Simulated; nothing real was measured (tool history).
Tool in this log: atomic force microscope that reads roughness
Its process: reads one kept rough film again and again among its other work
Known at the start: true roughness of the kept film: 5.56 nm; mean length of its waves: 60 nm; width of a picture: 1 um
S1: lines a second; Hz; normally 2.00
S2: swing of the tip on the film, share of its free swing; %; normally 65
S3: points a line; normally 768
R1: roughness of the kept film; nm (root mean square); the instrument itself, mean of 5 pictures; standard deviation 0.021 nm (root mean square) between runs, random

{"run": 1, "day": 0.0, "S1": 2.0, "S2": 65, "S3": 768, "R1": 5.043}
{"run": 2, "day": 0.575, "S1": 2.0, "S2": 65, "S3": 584, "R1": 5.057}
{"run": 3, "day": 1.167, "S1": 2.0, "S2": 65, "S3": 584, "R1": 5.025}
{"run": 4, "day": 2.004, "S1": 2.0, "S2": 65, "S3": 584, "R1": 4.947}
{"run": 5, "day": 2.417, "S1": 2.0, "S2": 65, "S3": 584, "R1": 4.958}
{"run": 6, "day": 3.329, "S1": 2.0, "S2": 65, "S3": 584, "R1": 4.953}
{"run": 7, "day": 3.746, "S1": 2.0, "S2": 65, "S3": 584, "R1": 4.94}
{"run": 8, "day": 4.517, "S1": 2.0, "S2": 65, "S3": 768, "R1": 4.944}
{"run": 9, "day": 5.004, "S1": 2.0, "S2": 65, "S3": 444, "R1": 4.921}
{"run": 10, "day": 5.812, "S1": 2.0, "S2": 65, "S3": 444, "R1": 4.852}
{"run": 11, "day": 6.625, "S1": 2.0, "S2": 65, "S3": 338, "R1": 4.843}
{"run": 12, "day": 7.329, "S1": 2.0, "S2": 65, "S3": 338, "R1": 4.794}
{"run": 13, "day": 8.158, "S1": 1.41, "S2": 57, "S3": 528, "R1": 4.918}
{"run": 14, "day": 9.038, "S1": 0.84, "S2": 57, "S3": 637, "R1": 4.912}
{"run": 15, "day": 9.617, "S1": 0.84, "S2": 57, "S3": 637, "R1": 4.878}
{"run": 16, "day": 10.033, "S1": 1.09, "S2": 79, "S3": 308, "R1": 4.695}
{"run": 17, "day": 10.504, "S1": 1.09, "S2": 79, "S3": 308, "R1": 4.701}
{"day": 11.175, "done": "new tip fitted"}
{"run": 18, "day": 11.338, "S1": 2.52, "S2": 61, "S3": 683, "R1": 5.077}
{"run": 19, "day": 12.212, "S1": 3.77, "S2": 57, "S3": 293, "R1": 5.025}
{"run": 20, "day": 13.067, "S1": 2.53, "S2": 76, "S3": 305, "R1": 4.774}

Measured result minus the same run's result without the hidden state. Both carry the same run-to-run variation, though not necessarily the same gauge scatter:
Hidden state at play: radius of the tip, nm; height scale over the true one, %; drift of the gauge itself on roughness_nm, %.
run=1 R1=-0.060
run=2 R1=-0.079
run=3 R1=-0.099
run=4 R1=-0.123
run=5 R1=-0.139
run=6 R1=-0.168
run=7 R1=-0.181
run=8 R1=-0.205
run=9 R1=-0.219
run=10 R1=-0.243
run=11 R1=-0.266
run=12 R1=-0.286
run=13 R1=-0.320
run=14 R1=-0.349
run=15 R1=-0.366
run=16 R1=-0.363
run=17 R1=-0.378
run=18 R1=-0.043
run=19 R1=-0.072
run=20 R1=-0.095
